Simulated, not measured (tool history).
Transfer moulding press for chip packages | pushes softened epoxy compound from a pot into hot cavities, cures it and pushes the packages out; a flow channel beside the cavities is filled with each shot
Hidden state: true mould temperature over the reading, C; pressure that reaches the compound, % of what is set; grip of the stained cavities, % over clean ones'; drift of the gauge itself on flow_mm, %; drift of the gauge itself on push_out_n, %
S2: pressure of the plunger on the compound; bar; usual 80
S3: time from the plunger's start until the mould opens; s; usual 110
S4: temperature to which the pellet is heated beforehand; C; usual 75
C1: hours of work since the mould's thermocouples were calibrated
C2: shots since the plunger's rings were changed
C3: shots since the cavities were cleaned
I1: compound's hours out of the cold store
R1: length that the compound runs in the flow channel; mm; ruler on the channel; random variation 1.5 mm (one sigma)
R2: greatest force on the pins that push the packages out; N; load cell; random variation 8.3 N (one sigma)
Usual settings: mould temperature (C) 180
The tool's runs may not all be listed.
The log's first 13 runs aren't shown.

{"run": 14, "hour": 75.1, "mould temperature (C)": 180, "S2": 80, "S3": 110, "S4": 73, "C1": 132, "C2": 972, "C3": 902, "I1": 12.5, "R1": 931, "R2": 551}
{"run": 15, "hour": 80.6, "mould temperature (C)": 180, "S2": 80, "S3": 110, "S4": 75, "C1": 134, "C2": 1011, "C3": 941, "I1": 24.3, "R1": 895, "R2": 546}
{"run": 16, "hour": 87.0, "mould temperature (C)": 176, "S2": 80, "S3": 110, "S4": 75, "C1": 137, "C2": 1056, "C3": 986, "I1": 29.1, "R1": 903, "R2": 733}
{"run": 17, "hour": 91.1, "mould temperature (C)": 187, "S2": 78.4, "S3": 108, "S4": 84, "C1": 138, "C2": 1086, "C3": 1016, "I1": 9, "R1": 895, "R2": 418}
{"run": 18, "hour": 96.1, "mould temperature (C)": 187, "S2": 78.4, "S3": 108, "S4": 84, "C1": 141, "C2": 1122, "C3": 1052, "I1": 23.1, "R1": 854, "R2": 407}
{"hour": 99.6, "done": "cavities cleaned with cleaning compound and waxed"}
{"run": 19, "hour": 102.4, "mould temperature (C)": 181, "S2": 71.2, "S3": 112, "S4": 71, "C1": 142, "C2": 1156, "C3": 20, "I1": 39.9, "R1": 803, "R2": 340}
{"run": 20, "hour": 107.7, "mould temperature (C)": 173, "S2": 80, "S3": 110, "S4": 72, "C1": 145, "C2": 1194, "C3": 58, "I1": 42.3, "R1": 882, "R2": 623}
{"run": 21, "hour": 116.4, "mould temperature (C)": 173, "S2": 80, "S3": 110, "S4": 72, "C1": 148, "C2": 1255, "C3": 119, "I1": 25.4, "R1": 931, "R2": 693}
{"run": 22, "hour": 122.2, "mould temperature (C)": 180, "S2": 95.4, "S3": 119, "S4": 75, "C1": 151, "C2": 1297, "C3": 161, "I1": 14.3, "R1": 1004, "R2": 401}
{"run": 23, "hour": 129.0, "mould temperature (C)": 180, "S2": 64.1, "S3": 119, "S4": 66, "C1": 153, "C2": 1346, "C3": 210, "I1": 36.8, "R1": 772, "R2": 397}
{"run": 24, "hour": 133.8, "mould temperature (C)": 180, "S2": 89.6, "S3": 127, "S4": 79, "C1": 155, "C2": 1380, "C3": 244, "I1": 16.1, "R1": 969, "R2": 366}
{"run": 25, "hour": 142.7, "mould temperature (C)": 180, "S2": 89.6, "S3": 127, "S4": 79, "C1": 159, "C2": 1444, "C3": 308, "I1": 36.5, "R1": 910, "R2": 385}
{"run": 26, "hour": 149.0, "mould temperature (C)": 180, "S2": 89.6, "S3": 127, "S4": 79, "C1": 161, "C2": 1488, "C3": 352, "I1": 18.7, "R1": 956, "R2": 381}
{"run": 27, "hour": 153.9, "mould temperature (C)": 172, "S2": 80, "S3": 110, "S4": 73, "C1": 163, "C2": 1524, "C3": 388, "I1": 31.7, "R1": 912, "R2": 888}
{"run": 28, "hour": 162.1, "mould temperature (C)": 172, "S2": 80, "S3": 110, "S4": 73, "C1": 167, "C2": 1582, "C3": 446, "I1": 20.1, "R1": 942, "R2": 951}
{"run": 29, "hour": 166.7, "mould temperature (C)": 172, "S2": 80, "S3": 110, "S4": 73, "C1": 169, "C2": 1615, "C3": 479, "I1": 10.2, "R1": 975, "R2": 1010}
{"run": 30, "hour": 173.8, "mould temperature (C)": 181, "S2": 81.3, "S3": 123, "S4": 67, "C1": 172, "C2": 1665, "C3": 529, "I1": 41, "R1": 852, "R2": 420}

Forecast each of these 3 alternatives for the next run:
{"run": "A", "hour": 179.9, "mould temperature (C)": 181, "S2": 68.9, "S3": 123, "S4": 67, "C1": 174, "C2": 1709, "C3": 573, "I1": 16.5, "R1": "?", "R2": "?"}
{"run": "B", "hour": 179.9, "mould temperature (C)": 172, "S2": 80, "S3": 99, "S4": 73, "C1": 174, "C2": 1709, "C3": 573, "I1": 23.5, "R1": "?", "R2": "?"}
{"run": "C", "hour": 179.9, "mould temperature (C)": 183, "S2": 80, "S3": 104, "S4": 66, "C1": 174, "C2": 1709, "C3": 573, "I1": 28.5, "R1": "?", "R2": "?"}

run=A R1=838 R2=412
run=B R1=935 R2=1158
run=C R1=865 R2=487
Without the tool's hidden state the same runs would have given:
run=A R1=856 R2=289
run=B R1=956 R2=820
run=C R1=884 R2=344
